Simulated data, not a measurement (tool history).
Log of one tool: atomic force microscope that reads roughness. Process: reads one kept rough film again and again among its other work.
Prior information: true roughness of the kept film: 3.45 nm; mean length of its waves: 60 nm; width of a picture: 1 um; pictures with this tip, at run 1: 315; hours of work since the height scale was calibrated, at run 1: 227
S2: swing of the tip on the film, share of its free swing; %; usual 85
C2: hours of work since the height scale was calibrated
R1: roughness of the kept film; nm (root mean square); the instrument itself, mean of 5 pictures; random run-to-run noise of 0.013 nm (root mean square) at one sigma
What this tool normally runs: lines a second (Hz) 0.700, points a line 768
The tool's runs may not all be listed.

run 1 hour=0.0 | lines_a_second_(Hz)=0.700 S2=85 points_a_line=768 | pictures_with_this_tip=315 C2=227 | R1=3.010
-- hour=36.0 new tip fitted
run 2 hour=38.4 | lines_a_second_(Hz)=0.700 S2=85 points_a_line=768 | pictures_with_this_tip=5 C2=257 | R1=3.158
run 3 hour=56.1 | lines_a_second_(Hz)=0.700 S2=85 points_a_line=768 | pictures_with_this_tip=42 C2=270 | R1=3.182
run 4 hour=93.4 | lines_a_second_(Hz)=0.700 S2=85 points_a_line=768 | pictures_with_this_tip=120 C2=299 | R1=3.117
run 5 hour=112.1 | lines_a_second_(Hz)=0.700 S2=85 points_a_line=768 | pictures_with_this_tip=159 C2=314 | R1=3.107
run 6 hour=132.0 | lines_a_second_(Hz)=0.700 S2=85 points_a_line=768 | pictures_with_this_tip=201 C2=329 | R1=3.078
run 7 hour=155.4 | lines_a_second_(Hz)=0.700 S2=85 points_a_line=768 | pictures_with_this_tip=250 C2=348 | R1=3.038
run 8 hour=183.8 | lines_a_second_(Hz)=0.700 S2=85 points_a_line=768 | pictures_with_this_tip=310 C2=370 | R1=3.022
-- hour=221.8 new tip fitted
run 9 hour=225.0 | lines_a_second_(Hz)=0.700 S2=85 points_a_line=768 | pictures_with_this_tip=7 C2=401 | R1=3.182
run 10 hour=261.2 | lines_a_second_(Hz)=3.349 S2=85 points_a_line=301 | pictures_with_this_tip=83 C2=430 | R1=2.570
run 11 hour=284.9 | lines_a_second_(Hz)=0.700 S2=58 points_a_line=494 | pictures_with_this_tip=133 C2=448 | R1=3.276

Run 12 is up next; what results do you expect?
run 12 hour=327.8 | lines_a_second_(Hz)=2.132 S2=56 points_a_line=762 | pictures_with_this_tip=223 C2=481 | R1=?

R1: 3.122 nm (root mean square)
Were there no unlogged condition in the tool, this run, its random variation unchanged, would have produced R1 3.263 nm (root mean square).
